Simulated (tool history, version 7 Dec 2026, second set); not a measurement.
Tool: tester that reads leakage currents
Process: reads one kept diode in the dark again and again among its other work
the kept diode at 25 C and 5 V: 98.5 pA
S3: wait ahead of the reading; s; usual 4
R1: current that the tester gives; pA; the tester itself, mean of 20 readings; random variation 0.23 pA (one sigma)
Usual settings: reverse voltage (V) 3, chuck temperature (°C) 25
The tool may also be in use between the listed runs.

run 1 hour=0 | reverse_voltage_(V)=3 chuck_temperature_(°C)=25 S3=4 | R1=74.41
run 2 hour=37.7 | reverse_voltage_(V)=3 chuck_temperature_(°C)=25 S3=4 | R1=74.43
run 3 hour=65.3 | reverse_voltage_(V)=3 chuck_temperature_(°C)=25 S3=4 | R1=74.46
run 4 hour=90.6 | reverse_voltage_(V)=3 chuck_temperature_(°C)=25 S3=4 | R1=74.4
run 5 hour=129.9 | reverse_voltage_(V)=3 chuck_temperature_(°C)=25 S3=4 | R1=74.35
run 6 hour=154.1 | reverse_voltage_(V)=3 chuck_temperature_(°C)=25 S3=4 | R1=74.56
run 7 hour=180.6 | reverse_voltage_(V)=3 chuck_temperature_(°C)=26 S3=4 | R1=81.68
run 8 hour=199.6 | reverse_voltage_(V)=3 chuck_temperature_(°C)=25 S3=4 | R1=74.4
run 9 hour=236 | reverse_voltage_(V)=3 chuck_temperature_(°C)=25 S3=1.73 | R1=74.76
run 10 hour=259.1 | reverse_voltage_(V)=3 chuck_temperature_(°C)=26 S3=4 | R1=80.79
run 11 hour=283.3 | reverse_voltage_(V)=3 chuck_temperature_(°C)=26 S3=4 | R1=81.7
run 12 hour=307.2 | reverse_voltage_(V)=18.31 chuck_temperature_(°C)=25 S3=4 | R1=204.2
run 13 hour=339.4 | reverse_voltage_(V)=2.18 chuck_temperature_(°C)=25 S3=4 | R1=62.33
run 14 hour=380 | reverse_voltage_(V)=2.18 chuck_temperature_(°C)=25 S3=4 | R1=61.75
run 15 hour=417.2 | reverse_voltage_(V)=1.97 chuck_temperature_(°C)=25 S3=4 | R1=58.96
run 16 hour=450.2 | reverse_voltage_(V)=1.97 chuck_temperature_(°C)=25 S3=4 | R1=58.88
run 17 hour=489.6 | reverse_voltage_(V)=3 chuck_temperature_(°C)=28 S3=4 | R1=97.58
run 18 hour=510.8 | reverse_voltage_(V)=3 chuck_temperature_(°C)=25 S3=4 | R1=74.37
-- hour=544.6 probe card cleaned and baked
run 19 hour=553.3 | reverse_voltage_(V)=3 chuck_temperature_(°C)=25 S3=4 | R1=74.78
run 20 hour=588.4 | reverse_voltage_(V)=3 chuck_temperature_(°C)=25 S3=4 | R1=74.12
run 21 hour=620.1 | reverse_voltage_(V)=3 chuck_temperature_(°C)=25 S3=4 | R1=74.4
run 22 hour=641.2 | reverse_voltage_(V)=6.17 chuck_temperature_(°C)=25 S3=4 | R1=111.07
run 23 hour=681.6 | reverse_voltage_(V)=5.12 chuck_temperature_(°C)=42 S3=4.35 | R1=420.94
run 24 hour=701.3 | reverse_voltage_(V)=3 chuck_temperature_(°C)=37 S3=4 | R1=208.34
run 25 hour=727.8 | reverse_voltage_(V)=3 chuck_temperature_(°C)=26 S3=4 | R1=81.32
run 26 hour=759.7 | reverse_voltage_(V)=3 chuck_temperature_(°C)=26 S3=4 | R1=81.76
run 27 hour=788.9 | reverse_voltage_(V)=16.52 chuck_temperature_(°C)=25 S3=4 | R1=192.94
run 28 hour=821.9 | reverse_voltage_(V)=2.2 chuck_temperature_(°C)=50 S3=4 | R1=491.18
run 29 hour=854.8 | reverse_voltage_(V)=3 chuck_temperature_(°C)=45 S3=8.14 | R1=396.2
run 30 hour=887.7 | reverse_voltage_(V)=3 chuck_temperature_(°C)=30 S3=8.14 | R1=114.77
run 31 hour=913.5 | reverse_voltage_(V)=3 chuck_temperature_(°C)=30 S3=8.14 | R1=115.28
run 32 hour=954.1 | reverse_voltage_(V)=3 chuck_temperature_(°C)=30 S3=0.68 | R1=115.92
run 33 hour=980.4 | reverse_voltage_(V)=5.36 chuck_temperature_(°C)=26 S3=3.1 | R1=112.58
run 34 hour=1004.4 | reverse_voltage_(V)=1.11 chuck_temperature_(°C)=24 S3=2.99 | R1=39.5
run 35 hour=1045.2 | reverse_voltage_(V)=3 chuck_temperature_(°C)=25 S3=0.66 | R1=75.06
run 36 hour=1076.3 | reverse_voltage_(V)=1.36 chuck_temperature_(°C)=25 S3=3.98 | R1=48.03
run 37 hour=1097.8 | reverse_voltage_(V)=7.47 chuck_temperature_(°C)=30 S3=0.48 | R1=195.35
run 38 hour=1134.4 | reverse_voltage_(V)=18.7 chuck_temperature_(°C)=30 S3=0.48 | R1=330.15
run 39 hour=1163.8 | reverse_voltage_(V)=3.22 chuck_temperature_(°C)=29 S3=0.48 | R1=112.43
run 40 hour=1184.4 | reverse_voltage_(V)=3.22 chuck_temperature_(°C)=21 S3=0.48 | R1=55.53
-- hour=1217.9 chuck's temperature calibrated
run 41 hour=1222.1 | reverse_voltage_(V)=3.22 chuck_temperature_(°C)=21 S3=0.48 | R1=55.61

Hidden state or all else? Some run-to-run changes of R1, split into what the settings, what came in and random variation would give without the hidden state, and what is left for the hidden state (with any gauge scatter that isn't in both results):
The hidden state here: stray current of the dirty probe card, pA a volt; current scale over the true one, %; true chuck temperature over the reading, C; drift of the gauge itself on leakage_pa, %.
Run 22 -> 23: reverse voltage (V) 6.17 -> 5.12, chuck temperature (°C) 25 -> 42, S3 4 -> 4.35. R1 +309.87 pA: hidden state -0.34, all else +310.21.
Run 27 -> 28: reverse voltage (V) 16.52 -> 2.2, chuck temperature (°C) 25 -> 50. R1 +298.24 pA: hidden state -0.4, all else +298.64.
Run 29 -> 30: chuck temperature (°C) 45 -> 30. R1 -281.43 pA: hidden state +0.35, all else -281.78.

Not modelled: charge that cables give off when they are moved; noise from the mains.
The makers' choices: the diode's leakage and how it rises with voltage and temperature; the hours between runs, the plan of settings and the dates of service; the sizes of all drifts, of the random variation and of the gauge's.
